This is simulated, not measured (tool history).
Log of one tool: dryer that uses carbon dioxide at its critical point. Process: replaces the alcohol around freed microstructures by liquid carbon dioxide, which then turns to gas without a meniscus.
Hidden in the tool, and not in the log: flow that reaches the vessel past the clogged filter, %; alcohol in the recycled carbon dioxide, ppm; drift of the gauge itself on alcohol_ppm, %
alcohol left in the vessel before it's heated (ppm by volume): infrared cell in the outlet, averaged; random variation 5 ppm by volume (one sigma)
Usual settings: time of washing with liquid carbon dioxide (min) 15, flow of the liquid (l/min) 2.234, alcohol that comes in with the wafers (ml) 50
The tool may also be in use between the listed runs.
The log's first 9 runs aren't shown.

| run | hour | time of washing with liquid carbon dioxide (min) | flow of the liquid (l/min) | alcohol that comes in with the wafers (ml) | hours of work since the filter was changed | hours of work since the purifier's bed was changed | alcohol left in the vessel before it's heated (ppm by volume) |
|---|---|---|---|---|---|---|---|
| 10 | 87.6 | 15 | 1.77 | 50 | 162 | 270 | 105 |
| 11 | 100.1 | 15 | 1.77 | 50 | 170 | 278 | 111 |
| 12 | 113.2 | 15 | 1.77 | 50 | 178 | 287 | 115 |
| 13 | 128.2 | 15 | 1.77 | 50 | 188 | 296 | 116 |
| 14 | 138 | 15 | 1.84 | 50 | 195 | 303 | 109 |
| 15 | 147.6 | 15 | 2.234 | 50 | 201 | 309 | 58 |
| 16 | 156.5 | 15 | 2.234 | 50 | 207 | 315 | 58 |
| 17 | 165.8 | 15 | 2.234 | 50 | 213 | 321 | 52 |
| 18 | 174.4 | 16 | 2.234 | 50 | 219 | 327 | 50 |
| 19 | 187.6 | 15 | 2.234 | 50 | 227 | 335 | 54 |
| 20 | 197.7 | 15 | 2.234 | 50 | 234 | 342 | 62 |
| 21 | 209.4 | 9 | 2.234 | 50 | 241 | 349 | 345 |
| 22 | 218 | 15 | 1.41 | 50 | 247 | 355 | 286 |
| 23 | 224.6 | 15 | 1.41 | 50 | 251 | 359 | 295 |
| 24 | 236.7 | 15 | 1.41 | 50 | 259 | 367 | 293 |
| 25 | 250.7 | 15 | 1.56 | 22 | 268 | 376 | 114 |
| 26 | 262.1 | 14 | 3.31 | 79 | 276 | 384 | 42 |

The next listed run, before its measurement:
| 27 | 277.7 | 14 | 3.31 | 34 | 286 | 394 | ? |

{"run 27": {"alcohol left in the vessel before it's heated (ppm by volume)": 40}}
Without the tool's hidden state the same run would have given alcohol left in the vessel before it's heated (ppm by volume) 6.
